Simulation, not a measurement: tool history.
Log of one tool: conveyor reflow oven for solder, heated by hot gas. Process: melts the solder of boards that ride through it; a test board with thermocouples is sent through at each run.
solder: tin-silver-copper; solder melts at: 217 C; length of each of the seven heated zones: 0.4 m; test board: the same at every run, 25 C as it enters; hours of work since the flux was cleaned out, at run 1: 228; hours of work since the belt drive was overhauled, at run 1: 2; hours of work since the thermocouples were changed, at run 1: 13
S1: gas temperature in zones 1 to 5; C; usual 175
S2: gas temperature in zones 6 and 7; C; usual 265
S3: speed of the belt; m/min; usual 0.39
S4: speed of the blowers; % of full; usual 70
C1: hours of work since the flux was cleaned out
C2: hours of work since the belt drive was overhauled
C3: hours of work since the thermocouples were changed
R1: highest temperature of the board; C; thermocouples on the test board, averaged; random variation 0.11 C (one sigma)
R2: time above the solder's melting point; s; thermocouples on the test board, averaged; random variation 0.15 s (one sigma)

run,hour,S1,S2,S3,S4,C1,C2,C3,R1,R2
1,0,175,265,0.39,70,228,2,13,254.1,96.8
2,7.3,175,265,0.39,70,231,5,17,253.9,96.4
3,13.7,175,265,0.39,70,234,8,19,254,96.5
4,20.9,175,265,0.39,70,237,11,23,253.9,96.9
5,27,175,265,0.378,70,240,14,26,254.6,100.9
6,33.9,175,265,0.378,70,244,17,29,254.6,101.1
7,39.8,175,265,0.378,70,246,20,32,254.7,101
8,43.6,175,259,0.39,70,248,22,33,248.3,90.6
9,50.2,175,265,0.443,70,251,25,37,250.5,80.2
10,59.5,175,265,0.359,70,255,29,41,255.8,107.9
11,63.4,175,265,0.359,70,257,31,43,255.7,108.3
12,72.6,177,265,0.39,70,262,35,47,254.2,97.8
# hour 78.3: flux residue cleaned out of gas plates and filters
13,86.2,170,265,0.39,70,4,39,51,252.1,91.3
14,94.1,170,265,0.39,70,7,43,55,252.1,91.4
15,98.8,170,265,0.39,70,10,45,57,252.2,91.4
# hour 106.3: flux residue cleaned out of gas plates and filters, once more
16,112.9,182,275,0.39,53,3,49,61,263.5,108.8
17,117.7,168,275,0.39,70,5,52,63,264.1,102.5
18,124.7,179,265,0.39,70,9,55,67,255.9,101.6
19,128.9,174,274,0.356,85,11,57,69,267.3,119.5
20,136.8,175,265,0.458,70,14,61,72,251.4,79
21,145.8,175,267,0.444,70,18,65,76,253.9,84
22,152.8,175,265,0.39,69,22,68,80,255.1,99
23,161.6,175,265,0.373,70,26,72,84,256.2,104.9
24,167,175,265,0.373,70,28,75,86,256.5,105
25,173.9,175,265,0.373,70,32,78,90,256.4,105.1
26,178.9,183,265,0.39,58,34,80,92,254.9,102.6
27,187.8,188,278,0.323,84,38,84,96,273.3,143.6
28,192,188,278,0.323,84,40,86,98,273.3,143.8
29,196.2,188,257,0.323,84,42,88,100,252.9,130.1
30,204.8,175,265,0.341,50,46,92,104,255.8,114.1

Forecast each of these 4 alternatives for the next run:
A,213.8,165,265,0.39,70,50,97,108,?,?
B,213.8,175,269,0.341,50,50,97,108,?,?
C,213.8,166,265,0.39,70,50,97,108,?,?
D,213.8,182,265,0.341,83,50,97,108,?,?

run,R1,R2
A,254.1,92.5
B,259.8,118.1
C,254.4,93.3
D,259.8,123.7
Without the tool's hidden state the same runs would have given:
run,R1,R2
A,254.5,93
B,260,118.4
C,254.8,93.8
D,260,124
